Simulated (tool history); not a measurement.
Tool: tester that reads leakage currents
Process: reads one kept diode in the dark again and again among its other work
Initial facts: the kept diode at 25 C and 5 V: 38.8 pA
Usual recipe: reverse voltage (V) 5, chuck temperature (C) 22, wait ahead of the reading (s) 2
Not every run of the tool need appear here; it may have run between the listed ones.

run   hour  reverse voltage (V)  chuck temperature (C)  wait ahead of the reading (s)  current that the tester gives (pA)
  1      0                    5                     22                              2                               29.56
  2   21.4                    5                     22                              2                               29.34
  3   46.9                    5                     22                            0.6                               29.68
  4   73.3                    5                     22                            0.6                               29.71
  5    104                    5                     22                            0.6                               29.74
  6  136.1                    5                     22                            0.6                               29.69
  7    160                    5                     22                            0.6                               29.61
  8  194.6                    5                     22                            0.6                               29.62
  9  222.1                    5                     22                              2                               29.49
 10  241.4                 7.31                     22                              2                               36.33
 11  258.3                 7.31                     22                              2                               36.32
 12  282.2                 7.31                     22                              2                               36.38
 13  307.7                    5                     23                              2                               32.38
 14  331.4                    5                     22                              2                                29.5
 15  361.8                    5                     22                              2                               29.45
 16  398.7                    5                     22                              2                               29.43
 17  424.4                    5                     22                              2                               29.69
 18  451.2                    5                     36                              2                               105.3
 19  472.6                    5                     36                              2                              105.12
 20  493.8                    5                     36                              2                              105.42
 21  518.2                    5                     36                           0.31                              105.57
 22  541.2                 4.04                     58                           4.46                               560.1
 23  578.7                 3.65                     58                           0.35                              531.89
 24  613.8                 3.65                     58                           0.35                              530.95
 25  632.7                 4.08                     36                           1.17                               94.58
 26  654.9                 4.08                     36                           1.17                               94.49
 27  670.2                 4.08                     50                           9.26                              302.45
 28  691.6                 5.83                     24                           0.52                               39.01
 29  725.4                 1.53                     24                           1.23                               18.78
 30  758.1                  5.6                     24                           0.62                                38.1
 31  785.7                 2.42                     28                           6.13                               34.53
 32    802                 2.92                     51                           6.13                              273.18
 33  822.8                 2.92                     51                           6.13                              272.18
 34  838.1                 2.62                     21                           2.98                               18.92
 35  869.9                18.65                     21                           0.39                               56.58
 36  904.3                 8.83                     45                           9.28                              306.18
 37  925.4                 6.91                     47                           4.76                              315.63

Missing from the log above: 1 entry noted between runs. For each, name the pair of listed runs it sits between and say how the tool's hidden condition differs from the listed run just before to the listed run just after:
From run 25 to run 26: chuck's temperature calibrated (hour 643)
  nothing in the hidden state changes from one run to the other
  difference, measured minus the result without the unlogged condition, current that the tester gives (pA): +0.04 -> +0.01
